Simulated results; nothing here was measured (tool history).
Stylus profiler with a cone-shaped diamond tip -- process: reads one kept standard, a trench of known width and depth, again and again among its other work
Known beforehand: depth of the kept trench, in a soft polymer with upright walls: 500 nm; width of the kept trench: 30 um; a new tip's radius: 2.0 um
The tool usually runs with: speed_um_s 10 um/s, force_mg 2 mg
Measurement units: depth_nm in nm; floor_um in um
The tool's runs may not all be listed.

run	hour	speed_um_s	force_mg	depth_nm	floor_um
1	0	10	2	508.77	26.97
2	17.6	3	2	508.76	26.98
3	38	3	2	508.87	27.05
4	72	3	2	508.94	27.01
5	98.4	3	2	509.01	27.03
6	135.5	10	3.67	512.39	26.99
7	157.4	10	2	508.56	26.96
8	175.5	10	2	508.75	26.99
9	210.4	10	2	508.9	26.96
10	253.2	10	2	508.83	26.92
11	276.9	10	2	508.98	26.89
12	320.4	25	2	508.99	26.85
13	360.3	10	1.23	507.45	26.86
14	397.5	10	1.23	507.27	26.83
15	428.8	10	2	509.16	26.87
16	460	10	2	509.37	26.84
17	490.3	10	2	509.31	26.89
18	519.5	10	1.37	507.99	26.87
19	558.2	10	1.37	508.06	26.78
20	599.7	37	0.76	506.47	26.53
21	634.1	28	5.72	516.28	26.77
22	668.6	21	1.39	508.14	26.73
23	692.1	21	4.41	514.3	26.79
24	714.5	39	0.82	506.79	26.52
25	747.3	17	1.68	508.97	26.7
26	789.1	4	2.03	509.9	26.82
27	817.8	13	2.03	509.71	26.77
28	859.9	13	3.95	513.77	26.83
29	890.4	13	3.95	513.99	26.75
30	918.9	13	3.95	513.69	26.72
31	957.3	7	1.3	508.31	26.79
32	978.9	7	1.3	508.48	26.78
33	1010.7	7	1.3	508.41	26.74
34	1031.9	5	1.98	510.06	26.74
35	1066.7	5	1.98	510.21	26.73
36	1097.2	5	1.98	510.05	26.75
37	1121.4	33	0.85	507.63	26.45

A few steps of depth_nm between consecutive runs. Split each: what settings, incoming material and random variation would produce without the hidden state, and what is left over for the hidden state, along with gauge scatter present in only one of the two compared results (measured, and without hidden state):
Hidden state at play: radius of the tip, um; height scale over the true one, %; drift of the gauge itself on depth_nm, %; drift of the gauge itself on floor_um, %.
Run 20 -> 21: speed_um_s 37 -> 28, force_mg 0.76 -> 5.72. depth_nm +9.81 nm: hidden state +0.1, all else +9.71.
Run 21 -> 22: speed_um_s 28 -> 21, force_mg 5.72 -> 1.39. depth_nm -8.14 nm: hidden state +0, all else -8.14.
Run 23 -> 24: speed_um_s 21 -> 39, force_mg 4.41 -> 0.82. depth_nm -7.51 nm: hidden state -0.01, all else -7.5.
Run 25 -> 26: speed_um_s 17 -> 4, force_mg 1.68 -> 2.03. depth_nm +0.93 nm: hidden state +0.08, all else +0.85.
Run 27 -> 28: force_mg 2.03 -> 3.95. depth_nm +4.06 nm: hidden state +0.09, all else +3.97.
